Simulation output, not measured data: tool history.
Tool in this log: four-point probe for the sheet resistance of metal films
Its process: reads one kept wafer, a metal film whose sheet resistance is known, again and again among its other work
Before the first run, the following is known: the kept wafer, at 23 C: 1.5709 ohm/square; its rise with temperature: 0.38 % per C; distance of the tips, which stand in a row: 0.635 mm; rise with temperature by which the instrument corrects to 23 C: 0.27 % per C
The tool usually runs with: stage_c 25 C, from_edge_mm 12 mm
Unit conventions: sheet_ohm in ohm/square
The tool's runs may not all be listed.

run	hour	stage_c	from_edge_mm	sheet_ohm
1	0.0	25	12	1.576396
2	49.3	25	12	1.576462
3	109.4	25	12	1.576694
4	146.4	25	12	1.576238
5	185.3	25	12	1.576045
6	231.6	25	12	1.576264
7	257.7	25	12	1.576720
8	317.1	25	8	1.578980
9	345.1	25	12	1.576223
10	381.3	25	12	1.576669
11	435.4	25	12	1.576530
# hour 438.9: stage's thermometer calibrated
12	481.7	25	12	1.576760
13	513.9	27	5	1.591038
14	572.0	33	4	1.608055
15	627.7	20	9	1.570647
16	681.8	20	9	1.570407
17	709.1	21	5	1.581467
# hour 732.6: stage's thermometer calibrated, once more
18	740.3	21	5	1.580002
19	803.0	21	5	1.580257
20	863.7	21	5	1.580586
21	915.6	21	5	1.580797
22	953.4	30	56	1.581284

How would selected steps in sheet_ohm from run to run divide? Give the signed amount a tool lacking its hidden state would still show from settings, what came in and random variation, and the signed amount left for the hidden state, including any gauge scatter that is not in both of the compared results.
Hidden conditions of the tool in this case: inner tips' distance over the nominal, %; tips' flats over new ones', %; wafer's true temperature over the reading, C; drift of the gauge itself on sheet_ohm, %.
Run 11 -> 12: stage's thermometer calibrated. sheet_ohm +0.000230 ohm/square: hidden state +0.000146, all else +0.000084.
Run 13 -> 14: stage_c 27 -> 33, from_edge_mm 5 -> 4. sheet_ohm +0.017017 ohm/square: hidden state -0.000014, all else +0.017031.
Run 14 -> 15: stage_c 33 -> 20, from_edge_mm 4 -> 9. sheet_ohm -0.037408 ohm/square: hidden state +0.000033, all else -0.037441.
Run 17 -> 18: stage's thermometer calibrated, once more. sheet_ohm -0.001465 ohm/square: hidden state -0.001080, all else -0.000385.
